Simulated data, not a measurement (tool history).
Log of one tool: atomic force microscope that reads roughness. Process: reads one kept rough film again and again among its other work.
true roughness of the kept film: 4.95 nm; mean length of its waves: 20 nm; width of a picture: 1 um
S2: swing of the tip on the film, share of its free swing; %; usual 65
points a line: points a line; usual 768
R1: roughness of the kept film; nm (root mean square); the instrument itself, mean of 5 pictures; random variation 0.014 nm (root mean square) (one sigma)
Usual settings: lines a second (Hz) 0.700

run 1 hour=0.0 | lines_a_second_(Hz)=0.700 S2=65 points_a_line=768 | R1=3.242
run 2 hour=31.0 | lines_a_second_(Hz)=0.700 S2=65 points_a_line=768 | R1=3.258
run 3 hour=68.6 | lines_a_second_(Hz)=0.700 S2=65 points_a_line=768 | R1=3.258
run 4 hour=108.1 | lines_a_second_(Hz)=0.700 S2=59 points_a_line=768 | R1=3.292
run 5 hour=136.8 | lines_a_second_(Hz)=0.700 S2=59 points_a_line=768 | R1=3.261
run 6 hour=174.0 | lines_a_second_(Hz)=0.700 S2=59 points_a_line=768 | R1=3.267
run 7 hour=212.5 | lines_a_second_(Hz)=0.700 S2=59 points_a_line=768 | R1=3.246
-- hour=217.0 new tip fitted
run 8 hour=231.0 | lines_a_second_(Hz)=0.700 S2=59 points_a_line=768 | R1=3.295
run 9 hour=250.5 | lines_a_second_(Hz)=0.700 S2=59 points_a_line=768 | R1=3.250
run 10 hour=284.1 | lines_a_second_(Hz)=0.700 S2=59 points_a_line=768 | R1=3.270
run 11 hour=304.8 | lines_a_second_(Hz)=0.700 S2=59 points_a_line=768 | R1=3.285
run 12 hour=343.6 | lines_a_second_(Hz)=0.700 S2=65 points_a_line=768 | R1=3.255
run 13 hour=379.2 | lines_a_second_(Hz)=0.700 S2=65 points_a_line=416 | R1=3.222
run 14 hour=395.9 | lines_a_second_(Hz)=0.975 S2=65 points_a_line=416 | R1=3.202
run 15 hour=420.6 | lines_a_second_(Hz)=0.975 S2=65 points_a_line=416 | R1=3.203
run 16 hour=447.1 | lines_a_second_(Hz)=0.975 S2=65 points_a_line=416 | R1=3.215
-- hour=485.7 new tip fitted
run 17 hour=487.3 | lines_a_second_(Hz)=0.975 S2=65 points_a_line=416 | R1=3.221
run 18 hour=522.7 | lines_a_second_(Hz)=0.700 S2=65 points_a_line=904 | R1=3.259
run 19 hour=542.2 | lines_a_second_(Hz)=0.700 S2=65 points_a_line=904 | R1=3.273
run 20 hour=572.1 | lines_a_second_(Hz)=0.700 S2=65 points_a_line=904 | R1=3.264
run 21 hour=612.4 | lines_a_second_(Hz)=0.700 S2=65 points_a_line=904 | R1=3.259
run 22 hour=637.4 | lines_a_second_(Hz)=1.924 S2=65 points_a_line=394 | R1=3.157
run 23 hour=665.7 | lines_a_second_(Hz)=1.924 S2=65 points_a_line=394 | R1=3.159
run 24 hour=705.7 | lines_a_second_(Hz)=0.539 S2=58 points_a_line=729 | R1=3.284
run 25 hour=725.4 | lines_a_second_(Hz)=0.539 S2=58 points_a_line=729 | R1=3.265
run 26 hour=747.1 | lines_a_second_(Hz)=0.539 S2=58 points_a_line=729 | R1=3.286
-- hour=753.4 new tip fitted
run 27 hour=766.4 | lines_a_second_(Hz)=0.539 S2=79 points_a_line=716 | R1=3.238
run 28 hour=802.8 | lines_a_second_(Hz)=0.756 S2=68 points_a_line=660 | R1=3.261
run 29 hour=837.4 | lines_a_second_(Hz)=0.756 S2=68 points_a_line=660 | R1=3.241
run 30 hour=858.4 | lines_a_second_(Hz)=1.002 S2=88 points_a_line=768 | R1=3.116
run 31 hour=898.7 | lines_a_second_(Hz)=2.661 S2=89 points_a_line=650 | R1=2.836
run 32 hour=917.6 | lines_a_second_(Hz)=0.969 S2=65 points_a_line=571 | R1=3.246
run 33 hour=952.2 | lines_a_second_(Hz)=0.969 S2=65 points_a_line=571 | R1=3.226
run 34 hour=975.7 | lines_a_second_(Hz)=0.700 S2=57 points_a_line=768 | R1=3.279
run 35 hour=1007.7 | lines_a_second_(Hz)=1.617 S2=86 points_a_line=768 | R1=3.054
-- hour=1020.8 new tip fitted
run 36 hour=1030.8 | lines_a_second_(Hz)=1.617 S2=73 points_a_line=371 | R1=3.126
run 37 hour=1066.0 | lines_a_second_(Hz)=0.562 S2=65 points_a_line=768 | R1=3.280
run 38 hour=1095.5 | lines_a_second_(Hz)=0.562 S2=65 points_a_line=768 | R1=3.287
run 39 hour=1120.0 | lines_a_second_(Hz)=1.897 S2=65 points_a_line=529 | R1=3.172
run 40 hour=1152.0 | lines_a_second_(Hz)=1.642 S2=58 points_a_line=954 | R1=3.255
run 41 hour=1168.7 | lines_a_second_(Hz)=0.700 S2=65 points_a_line=746 | R1=3.248

Forecast each of these 4 alternatives for the next run:
run A hour=1186.5 | lines_a_second_(Hz)=0.700 S2=58 points_a_line=719 | R1=?
run B hour=1186.5 | lines_a_second_(Hz)=1.464 S2=65 points_a_line=768 | R1=?
run C hour=1186.5 | lines_a_second_(Hz)=0.751 S2=63 points_a_line=656 | R1=?
run D hour=1186.5 | lines_a_second_(Hz)=0.700 S2=65 points_a_line=385 | R1=?

run=A R1=3.270
run=B R1=3.205
run=C R1=3.256
run=D R1=3.232
Without the tool's hidden state the same runs would have given:
run=A R1=3.278
run=B R1=3.213
run=C R1=3.265
run=D R1=3.241

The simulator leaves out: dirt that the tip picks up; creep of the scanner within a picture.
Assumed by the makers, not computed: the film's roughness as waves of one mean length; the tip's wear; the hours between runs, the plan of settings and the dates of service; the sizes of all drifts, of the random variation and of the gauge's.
